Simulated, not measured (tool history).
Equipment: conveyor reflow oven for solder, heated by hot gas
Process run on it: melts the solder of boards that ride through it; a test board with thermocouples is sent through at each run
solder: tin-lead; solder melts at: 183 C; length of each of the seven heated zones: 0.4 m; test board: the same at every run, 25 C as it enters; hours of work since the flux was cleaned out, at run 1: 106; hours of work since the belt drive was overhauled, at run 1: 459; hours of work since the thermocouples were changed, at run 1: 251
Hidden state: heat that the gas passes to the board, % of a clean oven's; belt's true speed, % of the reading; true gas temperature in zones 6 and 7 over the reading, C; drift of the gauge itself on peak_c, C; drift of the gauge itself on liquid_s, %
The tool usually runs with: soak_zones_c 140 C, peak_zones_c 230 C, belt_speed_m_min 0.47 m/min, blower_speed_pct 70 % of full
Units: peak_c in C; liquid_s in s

| run | day | soak_zones_c | peak_zones_c | belt_speed_m_min | blower_speed_pct | hours of work since the flux was cleaned out | hours of work since the belt drive was overhauled | hours of work since the thermocouples were changed | peak_c | liquid_s |
|---|---|---|---|---|---|---|---|---|---|---|
| 1 | 0 | 140 | 230 | 0.47 | 70 | 106 | 459 | 251 | 218.1 | 79.2 |
| 2 | 0.292 | 140 | 232 | 0.47 | 70 | 110 | 463 | 255 | 219.8 | 81.4 |
| 3 | 0.625 | 142 | 230 | 0.47 | 70 | 115 | 468 | 260 | 218.3 | 80.7 |
| 4 | 1.121 | 142 | 230 | 0.47 | 70 | 122 | 475 | 267 | 218.4 | 80.9 |
| 5 | 1.612 | 140 | 230 | 0.475 | 70 | 129 | 482 | 274 | 217.8 | 78.3 |
| 6 | 2.058 | 140 | 230 | 0.475 | 70 | 136 | 489 | 281 | 217.9 | 78.1 |
| 7 | 2.296 | 140 | 230 | 0.475 | 70 | 139 | 493 | 285 | 217.7 | 78.2 |
| 8 | 2.542 | 140 | 230 | 0.475 | 70 | 143 | 496 | 288 | 217.9 | 78.5 |
| 9 | 3.058 | 140 | 230 | 0.475 | 65 | 151 | 504 | 296 | 216.7 | 76.9 |
| 10 | 3.375 | 140 | 230 | 0.47 | 70 | 155 | 509 | 301 | 217.8 | 79.5 |
| 11 | 3.692 | 140 | 230 | 0.47 | 70 | 160 | 513 | 305 | 218.1 | 79.1 |
| 12 | 4.254 | 140 | 230 | 0.47 | 53 | 168 | 522 | 314 | 213.7 | 73.8 |
| 13 | 4.821 | 140 | 230 | 0.47 | 53 | 177 | 530 | 322 | 213.8 | 73.4 |
| 14 | 5.204 | 140 | 230 | 0.394 | 70 | 183 | 536 | 328 | 222 | 101.3 |
| 15 | 5.45 | 140 | 230 | 0.394 | 70 | 186 | 539 | 331 | 222.3 | 101.6 |
| 16 | 5.979 | 140 | 230 | 0.47 | 70 | 194 | 547 | 339 | 218 | 80 |
| 17 | 6.233 | 140 | 230 | 0.47 | 70 | 198 | 551 | 343 | 218 | 79.7 |
| 18 | 6.642 | 140 | 230 | 0.47 | 70 | 204 | 557 | 349 | 218 | 79.5 |
| 19 | 7.046 | 140 | 230 | 0.47 | 70 | 210 | 563 | 355 | 218.2 | 79.8 |
| 20 | 7.483 | 140 | 230 | 0.47 | 70 | 216 | 569 | 361 | 217.9 | 79.5 |
| 21 | 8.042 | 140 | 230 | 0.47 | 70 | 225 | 578 | 370 | 218 | 79.6 |
| 22 | 8.283 | 140 | 230 | 0.47 | 70 | 228 | 581 | 373 | 217.8 | 79.5 |
| 23 | 8.854 | 140 | 230 | 0.47 | 70 | 237 | 590 | 382 | 217.8 | 79.4 |
| 24 | 9.408 | 141 | 219 | 0.55 | 70 | 245 | 598 | 390 | 204 | 51.8 |
| 25 | 9.888 | 141 | 219 | 0.55 | 70 | 252 | 605 | 397 | 204 | 51.6 |
| 26 | 10.254 | 141 | 219 | 0.55 | 70 | 257 | 610 | 402 | 204.1 | 51.7 |
| 27 | 10.808 | 139 | 228 | 0.5 | 80 | 265 | 618 | 411 | 216.2 | 72.4 |
| 28 | 11.362 | 134 | 228 | 0.474 | 63 | 274 | 627 | 419 | 213.3 | 70.4 |
| 29 | 11.717 | 134 | 228 | 0.536 | 71 | 279 | 632 | 424 | 211.1 | 59.3 |
| 30 | 12.133 | 140 | 222 | 0.42 | 80 | 285 | 638 | 430 | 215.1 | 88.1 |
| 31 | 12.425 | 140 | 239 | 0.47 | 56 | 289 | 642 | 434 | 222.5 | 83 |

Below are 4 alternative next runs, each starting from the tool's condition after run 31. Predict each:
| A | 12.975 | 125 | 230 | 0.381 | 70 | 297 | 651 | 443 | ? | ? |
| B | 12.975 | 152 | 239 | 0.495 | 50 | 297 | 651 | 443 | ? | ? |
| C | 12.975 | 146 | 244 | 0.499 | 70 | 297 | 651 | 443 | ? | ? |
| D | 12.975 | 133 | 230 | 0.552 | 70 | 297 | 651 | 443 | ? | ? |

| run | peak_c | liquid_s |
|---|---|---|
| A | 221.7 | 97.3 |
| B | 221.3 | 83.7 |
| C | 229.5 | 86.7 |
| D | 211.6 | 57 |
Without the tool's hidden state the same runs would have given:
| run | peak_c | liquid_s |
|---|---|---|
| A | 220.5 | 95.6 |
| B | 220.1 | 82.1 |
| C | 228.5 | 85.4 |
| D | 210.8 | 56 |
